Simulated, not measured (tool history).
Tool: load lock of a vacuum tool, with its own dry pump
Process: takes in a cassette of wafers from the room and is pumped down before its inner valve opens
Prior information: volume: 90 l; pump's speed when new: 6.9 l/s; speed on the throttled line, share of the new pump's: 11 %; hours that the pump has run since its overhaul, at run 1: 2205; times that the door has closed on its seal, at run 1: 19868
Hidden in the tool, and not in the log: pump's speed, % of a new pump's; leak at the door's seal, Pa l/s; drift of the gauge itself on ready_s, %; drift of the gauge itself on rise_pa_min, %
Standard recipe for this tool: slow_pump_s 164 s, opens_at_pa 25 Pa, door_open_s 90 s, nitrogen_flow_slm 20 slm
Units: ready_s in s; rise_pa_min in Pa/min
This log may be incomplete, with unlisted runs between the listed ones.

run,hour,slow_pump_s,opens_at_pa,door_open_s,nitrogen_flow_slm,hours that the pump has run since its overhaul,times that the door has closed on its seal,"incoming humidity of the room's air, %",ready_s,rise_pa_min
1,0.0,164,25,90,20,2205,19868,47.9,261.4,0.149
2,135.9,164,25,90,20,2341,20464,47.4,262.6,0.152
3,259.7,164,25,90,20,2465,21007,42.4,261.0,0.148
4,413.7,164,25,90,20,2619,21682,44.7,256.4,0.151
5,543.6,164,25,90,32,2748,22251,43.8,260.2,0.151
6,638.3,164,25,90,32,2843,22666,43.9,258.4,0.158
7,702.6,164,25,90,32,2907,22948,43.3,260.7,0.160
8,799.5,164,25,90,32,3004,23373,45.1,258.4,0.157
9,903.6,126,25,90,32,3109,23830,42.0,228.3,0.167
10,1038.9,99,25,90,20,3244,24422,43.1,207.9,0.170
11,1162.5,87,25,90,20,3367,24964,45.5,193.9,0.182
12,1272.3,87,25,90,20,3477,25446,45.8,193.9,0.187
13,1373.7,87,25,90,20,3579,25890,45.4,194.9,0.193
14,1474.2,87,25,90,20,3679,26331,43.8,195.4,0.189
15,1593.3,87,25,90,20,3798,26853,44.7,194.7,0.200
16,1706.2,164,28,90,5,3911,27348,43.0,260.7,0.219
17,1843.4,100,25,90,11,4048,27949,48.7,207.6,0.224
18,1982.9,100,25,90,11,4188,28561,43.0,207.8,0.217
19,2127.9,100,25,90,11,4333,29197,46.8,206.7,0.230
20,2250.2,113,25,90,35,4455,29733,44.3,217.6,0.215
21,2378.9,113,25,90,35,4584,30296,42.8,220.1,0.222
22,2496.0,113,25,90,35,4701,30810,44.5,218.1,0.226
23,2609.7,113,25,90,35,4815,31308,45.8,220.8,0.240
24,2730.7,251,27,90,20,4936,31839,44.5,339.0,0.241
25,2809.2,251,27,90,20,5014,32183,45.8,341.0,0.255
26,2876.5,164,25,39,20,5081,32478,46.4,262.1,0.252
27,2995.7,164,25,47,20,5201,33000,44.7,262.7,0.253
28,3118.5,301,19,29,32,5323,33539,45.5,390.1,0.253
29,3244.5,301,19,29,32,5449,34091,42.2,391.8,0.253
30,3347.3,136,20,31,20,5552,34542,43.4,245.3,0.266

Below are 4 alternative next runs, each starting from the tool's condition after run 30. Predict each:
A,3412.6,136,19,126,16,5618,34828,40.4,?,?
B,3412.6,214,20,64,15,5618,34828,43.2,?,?
C,3412.6,164,25,90,26,5618,34828,46.4,?,?
D,3412.6,164,25,32,20,5618,34828,45.9,?,?

run,ready_s,rise_pa_min
A,244.2,0.272
B,313.0,0.277
C,262.7,0.281
D,265.6,0.272
Had the tool no hidden state, the same runs would have come out as:
run,ready_s,rise_pa_min
A,233.6,0.030
B,303.3,0.029
C,252.6,0.033
D,255.4,0.026
